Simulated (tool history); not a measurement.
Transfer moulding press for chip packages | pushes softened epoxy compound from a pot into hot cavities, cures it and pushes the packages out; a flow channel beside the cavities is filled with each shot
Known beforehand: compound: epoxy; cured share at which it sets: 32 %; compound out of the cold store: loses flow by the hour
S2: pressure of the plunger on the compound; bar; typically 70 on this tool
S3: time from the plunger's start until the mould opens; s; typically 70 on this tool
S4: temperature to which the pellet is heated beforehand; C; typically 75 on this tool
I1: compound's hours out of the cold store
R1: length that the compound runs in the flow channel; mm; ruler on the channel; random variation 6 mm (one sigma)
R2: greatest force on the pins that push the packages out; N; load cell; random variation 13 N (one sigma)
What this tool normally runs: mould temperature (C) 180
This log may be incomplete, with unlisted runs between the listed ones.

run 1 hour=0 | mould_temperature_(C)=180 S2=70 S3=70 S4=75 | I1=22.2 | R1=768 R2=635
run 2 hour=22.9 | mould_temperature_(C)=180 S2=70 S3=70 S4=75 | I1=47.3 | R1=694 R2=610
-- hour=32.2 cavities cleaned with cleaning compound and waxed
run 3 hour=40.9 | mould_temperature_(C)=180 S2=70 S3=70 S4=75 | I1=27.3 | R1=751 R2=621
run 4 hour=60.2 | mould_temperature_(C)=185 S2=70 S3=70 S4=75 | I1=16.6 | R1=761 R2=472
run 5 hour=84.9 | mould_temperature_(C)=180 S2=70 S3=70 S4=75 | I1=14.5 | R1=795 R2=669
-- hour=91.2 cavities cleaned with cleaning compound and waxed
run 6 hour=97.6 | mould_temperature_(C)=180 S2=70 S3=70 S4=75 | I1=11.1 | R1=811 R2=688
-- hour=105.1 plunger's sealing rings changed
run 7 hour=112.6 | mould_temperature_(C)=180 S2=70 S3=63 S4=75 | I1=14 | R1=798 R2=825
run 8 hour=135.4 | mould_temperature_(C)=180 S2=70 S3=63 S4=75 | I1=43.9 | R1=712 R2=754
-- hour=150.6 cavities cleaned with cleaning compound and waxed
run 9 hour=150.6 | mould_temperature_(C)=180 S2=70 S3=70 S4=75 | I1=33.4 | R1=732 R2=624
run 10 hour=162.5 | mould_temperature_(C)=180 S2=70 S3=70 S4=75 | I1=47.3 | R1=696 R2=589
run 11 hour=186.1 | mould_temperature_(C)=183 S2=70 S3=70 S4=75 | I1=34.8 | R1=732 R2=504
run 12 hour=200.3 | mould_temperature_(C)=180 S2=70 S3=70 S4=75 | I1=9 | R1=811 R2=653
-- hour=208.8 cavities cleaned with cleaning compound and waxed
run 13 hour=225.3 | mould_temperature_(C)=180 S2=70 S3=70 S4=75 | I1=10.2 | R1=808 R2=657
-- hour=235.4 mould's thermocouples calibrated
run 14 hour=245.5 | mould_temperature_(C)=185 S2=70 S3=70 S4=75 | I1=42.7 | R1=696 R2=457
-- hour=267.6 cavities cleaned with cleaning compound and waxed
run 15 hour=270.5 | mould_temperature_(C)=185 S2=70 S3=70 S4=75 | I1=42.6 | R1=686 R2=465
run 16 hour=288.4 | mould_temperature_(C)=185 S2=79.8 S3=97 S4=67 | I1=22.5 | R1=812 R2=401
run 17 hour=314 | mould_temperature_(C)=180 S2=70 S3=85 S4=75 | I1=27.5 | R1=758 R2=482
-- hour=325.6 cavities cleaned with cleaning compound and waxed
run 18 hour=335.2 | mould_temperature_(C)=180 S2=70 S3=85 S4=75 | I1=28.7 | R1=748 R2=453
run 19 hour=350.7 | mould_temperature_(C)=180 S2=70 S3=85 S4=75 | I1=15 | R1=791 R2=478
run 20 hour=370.7 | mould_temperature_(C)=186 S2=52.5 S3=80 S4=82 | I1=17.8 | R1=669 R2=409
-- hour=382.4 cavities cleaned with cleaning compound and waxed
run 21 hour=390.9 | mould_temperature_(C)=186 S2=52.5 S3=80 S4=67 | I1=39.1 | R1=609 R2=390
run 22 hour=407.4 | mould_temperature_(C)=186 S2=52.5 S3=80 S4=67 | I1=45.6 | R1=583 R2=417
run 23 hour=425 | mould_temperature_(C)=187 S2=62.2 S3=62 S4=80 | I1=35.7 | R1=671 R2=494
-- hour=439.3 cavities cleaned with cleaning compound and waxed
run 24 hour=442.8 | mould_temperature_(C)=180 S2=70 S3=106 S4=84 | I1=46.2 | R1=706 R2=398
-- hour=464 plunger's sealing rings changed
run 25 hour=467.7 | mould_temperature_(C)=188 S2=70 S3=106 S4=69 | I1=19.7 | R1=751 R2=392
run 26 hour=484.9 | mould_temperature_(C)=180 S2=70 S3=70 S4=72 | I1=34.9 | R1=731 R2=626
run 27 hour=495.9 | mould_temperature_(C)=177 S2=76.9 S3=82 S4=78 | I1=35.8 | R1=776 R2=557

Here are 3 independent what-if runs from the current tool condition. What would each one return?
-- hour=498.7 cavities cleaned with cleaning compound and waxed
run A hour=509.3 | mould_temperature_(C)=185 S2=54.3 S3=70 S4=75 | I1=42.4 | R1=? R2=?
-- hour=498.7 cavities cleaned with cleaning compound and waxed
run B hour=509.3 | mould_temperature_(C)=177 S2=76.9 S3=94 S4=78 | I1=36.4 | R1=? R2=?
-- hour=498.7 cavities cleaned with cleaning compound and waxed
run C hour=509.3 | mould_temperature_(C)=177 S2=56.3 S3=82 S4=78 | I1=45.6 | R1=? R2=?

run=A R1=610 R2=466
run=B R1=779 R2=463
run=C R1=642 R2=549
The same runs, with their run-to-run variation unchanged, on a tool lacking any hidden condition would have given:
run=A R1=610 R2=463
run=B R1=779 R2=460
run=C R1=642 R2=546
